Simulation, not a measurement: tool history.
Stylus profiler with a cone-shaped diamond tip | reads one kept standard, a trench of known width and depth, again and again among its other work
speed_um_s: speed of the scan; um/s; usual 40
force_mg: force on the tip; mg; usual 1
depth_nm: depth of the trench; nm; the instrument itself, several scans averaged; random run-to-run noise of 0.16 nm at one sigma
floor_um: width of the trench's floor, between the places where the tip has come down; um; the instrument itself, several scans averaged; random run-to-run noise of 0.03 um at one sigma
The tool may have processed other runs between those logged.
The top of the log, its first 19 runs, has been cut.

Run 20, hour 746.7: usual settings but force_mg 0.69 mg. Result: depth_nm 1003.81 nm, floor_um 45.29 um.
Run 21, hour 777.6: usual settings but speed_um_s 33 um/s, force_mg 2.28 mg. Result: depth_nm 1010.09 nm, floor_um 45.42 um.
Run 22, hour 825.3: usual settings but speed_um_s 33 um/s, force_mg 2.28 mg. Result: depth_nm 1010.39 nm, floor_um 45.35 um.
Run 23, hour 866.1: usual settings but speed_um_s 80 um/s, force_mg 1.12 mg. Result: depth_nm 1005.74 nm, floor_um 45.12 um.
Run 24, hour 905.8: usual settings but speed_um_s 80 um/s, force_mg 1.12 mg. Result: depth_nm 1005.7 nm, floor_um 45.07 um.
Run 25, hour 942.1: usual settings but speed_um_s 80 um/s, force_mg 1.12 mg. Result: depth_nm 1005.61 nm, floor_um 45.14 um.
Run 26, hour 996.5: usual settings but speed_um_s 147 um/s, force_mg 2.23 mg. Result: depth_nm 1009.58 nm, floor_um 44.97 um.
Run 27, hour 1026.6: usual settings but force_mg 0.69 mg. Result: depth_nm 1003.75 nm, floor_um 45.16 um.
Run 28, hour 1068.2: usual settings but force_mg 0.69 mg. Result: depth_nm 1003.68 nm, floor_um 45.13 um.
Run 29, hour 1114.1: usual settings but speed_um_s 47 um/s, force_mg 2.33 mg. Result: depth_nm 1009.9 nm, floor_um 45.17 um.
Run 30, hour 1163.8: usual settings but speed_um_s 44 um/s, force_mg 2.26 mg. Result: depth_nm 1010 nm, floor_um 45.17 um.
Run 31, hour 1191.4: usual settings but speed_um_s 44 um/s, force_mg 2.26 mg. Result: depth_nm 1009.52 nm, floor_um 45.21 um.
Run 32, hour 1223.1: usual settings but speed_um_s 26 um/s, force_mg 2.76 mg. Result: depth_nm 1011.47 nm, floor_um 45.22 um.
Run 33, hour 1271.9: usual settings but speed_um_s 123 um/s, force_mg 0.95 mg. Result: depth_nm 1004.76 nm, floor_um 44.8 um.
Run 34, hour 1295.8: usual settings but speed_um_s 123 um/s, force_mg 0.95 mg. Result: depth_nm 1004.51 nm, floor_um 44.78 um.
Run 35, hour 1329.9: usual settings but speed_um_s 123 um/s, force_mg 0.95 mg. Result: depth_nm 1004.51 nm, floor_um 44.74 um.
Run 36, hour 1356.5: usual settings but speed_um_s 123 um/s, force_mg 0.95 mg. Result: depth_nm 1004.59 nm, floor_um 44.77 um.
Run 37, hour 1408.6: usual settings but speed_um_s 27 um/s, force_mg 0.34 mg. Result: depth_nm 1001.17 nm, floor_um 44.97 um.

Branching from run 37: 3 alternative next runs. What would each branch give?
Run A, hour 1431.9: usual settings but speed_um_s 14 um/s, force_mg 1.05 mg. Result: depth_nm ?, floor_um ?.
Run B, hour 1431.9: usual settings but speed_um_s 11 um/s, force_mg 0.65 mg. Result: depth_nm ?, floor_um ?.
Run C, hour 1431.9: usual settings but speed_um_s 27 um/s, force_mg 0.35 mg. Result: depth_nm ?, floor_um ?.

run  depth_nm  floor_um
  A   1004.67     45.17
  B    1003.1     45.12
  C   1001.01     44.95
What these runs would have given with no unlogged condition in the tool:
run  depth_nm  floor_um
  A   1006.76     46.01
  B   1005.18     45.96
  C   1003.09     45.79

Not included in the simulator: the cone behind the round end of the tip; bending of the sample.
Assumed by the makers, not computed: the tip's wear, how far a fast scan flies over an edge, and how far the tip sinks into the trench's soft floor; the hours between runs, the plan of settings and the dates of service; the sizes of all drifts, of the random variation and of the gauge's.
